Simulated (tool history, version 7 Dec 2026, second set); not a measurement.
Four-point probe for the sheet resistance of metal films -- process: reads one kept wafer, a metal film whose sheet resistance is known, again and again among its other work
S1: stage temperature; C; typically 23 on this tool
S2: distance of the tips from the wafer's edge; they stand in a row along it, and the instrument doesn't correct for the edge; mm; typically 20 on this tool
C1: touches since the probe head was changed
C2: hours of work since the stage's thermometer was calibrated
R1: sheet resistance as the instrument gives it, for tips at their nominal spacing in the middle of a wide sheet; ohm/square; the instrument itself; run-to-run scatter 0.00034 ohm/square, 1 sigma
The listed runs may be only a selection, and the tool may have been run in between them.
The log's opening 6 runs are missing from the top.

run 7 hour=344.9 | S1=23 S2=59 | C1=59789 C2=286 | R1=1.725233
run 8 hour=405.4 | S1=23 S2=59 | C1=61511 C2=312 | R1=1.72598
run 9 hour=471.8 | S1=23 S2=59 | C1=63402 C2=340 | R1=1.726296
run 10 hour=553.4 | S1=26 S2=20 | C1=65721 C2=375 | R1=1.722439
run 11 hour=630.2 | S1=23 S2=4 | C1=67908 C2=408 | R1=1.741672
run 12 hour=693.7 | S1=23 S2=58 | C1=69714 C2=435 | R1=1.728778
run 13 hour=747.2 | S1=30 S2=20 | C1=71238 C2=458 | R1=1.718568
run 14 hour=822.2 | S1=23 S2=11 | C1=73370 C2=490 | R1=1.731104
run 15 hour=890.9 | S1=23 S2=11 | C1=75324 C2=519 | R1=1.732255
run 16 hour=950.6 | S1=23 S2=11 | C1=77023 C2=545 | R1=1.732412
-- hour=968.9 new probe head fitted
run 17 hour=1006.1 | S1=23 S2=11 | C1=1058 C2=568 | R1=1.709677
run 18 hour=1050.7 | S1=23 S2=11 | C1=2328 C2=587 | R1=1.70959
run 19 hour=1127.3 | S1=20 S2=18 | C1=4505 C2=620 | R1=1.714256
run 20 hour=1171.1 | S1=22 S2=18 | C1=5753 C2=639 | R1=1.711014
run 21 hour=1240.7 | S1=22 S2=18 | C1=7731 C2=669 | R1=1.711477
run 22 hour=1309.6 | S1=22 S2=15 | C1=9693 C2=698 | R1=1.712038
run 23 hour=1360.6 | S1=22 S2=15 | C1=11145 C2=720 | R1=1.712931
run 24 hour=1436 | S1=22 S2=15 | C1=13288 C2=752 | R1=1.712786
run 25 hour=1520.6 | S1=26 S2=20 | C1=15695 C2=788 | R1=1.70708
run 26 hour=1570.7 | S1=26 S2=20 | C1=17121 C2=810 | R1=1.708009
run 27 hour=1630 | S1=28 S2=20 | C1=18809 C2=835 | R1=1.705016
run 28 hour=1718 | S1=28 S2=5 | C1=21310 C2=873 | R1=1.714416
run 29 hour=1757.2 | S1=28 S2=5 | C1=22427 C2=890 | R1=1.714676
run 30 hour=1793 | S1=28 S2=5 | C1=23445 C2=905 | R1=1.714595

What does the tool deliver on the next run?
run 31 hour=1868.6 | S1=33 S2=18 | C1=25596 C2=937 | R1=?

Run 31 came out at R1 1.699745 ohm/square.
If the tool had no hidden condition, the same run with the same run-to-run variation would have returned R1 1.69481 ohm/square.
